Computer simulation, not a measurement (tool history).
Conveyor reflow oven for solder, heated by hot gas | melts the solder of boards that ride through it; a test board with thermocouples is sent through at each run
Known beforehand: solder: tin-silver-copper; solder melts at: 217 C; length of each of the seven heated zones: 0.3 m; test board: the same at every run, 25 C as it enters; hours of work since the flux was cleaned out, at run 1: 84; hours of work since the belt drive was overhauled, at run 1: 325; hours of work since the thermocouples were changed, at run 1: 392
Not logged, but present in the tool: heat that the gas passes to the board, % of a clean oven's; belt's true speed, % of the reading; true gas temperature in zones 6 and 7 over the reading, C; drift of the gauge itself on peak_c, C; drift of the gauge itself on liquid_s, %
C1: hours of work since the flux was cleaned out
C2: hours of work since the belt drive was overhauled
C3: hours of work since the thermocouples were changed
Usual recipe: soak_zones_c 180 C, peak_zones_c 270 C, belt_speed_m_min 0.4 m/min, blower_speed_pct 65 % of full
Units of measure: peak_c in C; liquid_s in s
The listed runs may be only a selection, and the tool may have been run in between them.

run 1 day=0 | soak_zones_c=180 peak_zones_c=270 belt_speed_m_min=0.4 blower_speed_pct=65 | C1=84 C2=325 C3=392 | peak_c=258.3 liquid_s=75.7
run 2 day=2.308 | soak_zones_c=180 peak_zones_c=270 belt_speed_m_min=0.4 blower_speed_pct=65 | C1=116 C2=357 C3=424 | peak_c=258.23 liquid_s=75.5
run 3 day=4.538 | soak_zones_c=180 peak_zones_c=270 belt_speed_m_min=0.34 blower_speed_pct=65 | C1=147 C2=388 C3=455 | peak_c=262.22 liquid_s=93.6
run 4 day=6.471 | soak_zones_c=180 peak_zones_c=270 belt_speed_m_min=0.34 blower_speed_pct=65 | C1=174 C2=414 C3=482 | peak_c=262.31 liquid_s=93.7
-- day=8.45 flux residue cleaned out of gas plates and filters
run 5 day=8.621 | soak_zones_c=191 peak_zones_c=270 belt_speed_m_min=0.4 blower_speed_pct=65 | C1=2 C2=441 C3=509 | peak_c=260.57 liquid_s=83.1
run 6 day=10.612 | soak_zones_c=180 peak_zones_c=270 belt_speed_m_min=0.4 blower_speed_pct=65 | C1=30 C2=469 C3=536 | peak_c=259.05 liquid_s=76.7
run 7 day=11.892 | soak_zones_c=180 peak_zones_c=270 belt_speed_m_min=0.439 blower_speed_pct=65 | C1=48 C2=486 C3=554 | peak_c=256.29 liquid_s=67.5
run 8 day=13.808 | soak_zones_c=180 peak_zones_c=270 belt_speed_m_min=0.439 blower_speed_pct=65 | C1=74 C2=513 C3=580 | peak_c=256.3 liquid_s=67.3
run 9 day=15.417 | soak_zones_c=180 peak_zones_c=270 belt_speed_m_min=0.439 blower_speed_pct=65 | C1=96 C2=535 C3=603 | peak_c=256.12 liquid_s=67.1
-- day=16.112 thermocouples of zones 6 and 7 changed
run 10 day=17.583 | soak_zones_c=180 peak_zones_c=270 belt_speed_m_min=0.439 blower_speed_pct=65 | C1=125 C2=564 C3=20 | peak_c=255.13 liquid_s=66.5
run 11 day=20.475 | soak_zones_c=171 peak_zones_c=270 belt_speed_m_min=0.4 blower_speed_pct=65 | C1=165 C2=604 C3=60 | peak_c=256.39 liquid_s=70.9
-- day=23.146 flux residue cleaned out of gas plates and filters
run 12 day=23.729 | soak_zones_c=171 peak_zones_c=270 belt_speed_m_min=0.4 blower_speed_pct=65 | C1=8 C2=646 C3=102 | peak_c=257.2 liquid_s=71.9
run 13 day=26.633 | soak_zones_c=195 peak_zones_c=268 belt_speed_m_min=0.428 blower_speed_pct=58 | C1=48 C2=686 C3=142 | peak_c=255.98 liquid_s=76.8

Run 14 has not been measured yet. What should we expect?
run 14 day=29.208 | soak_zones_c=190 peak_zones_c=272 belt_speed_m_min=0.471 blower_speed_pct=58 | C1=84 C2=722 C3=178 | peak_c=? liquid_s=?

Run 14 yielded peak_c 255.7 C, liquid_s 66 s.
Were there no unlogged condition in the tool, this run, its random variation unchanged, would have produced peak_c 254.93 C, liquid_s 64.5 s.
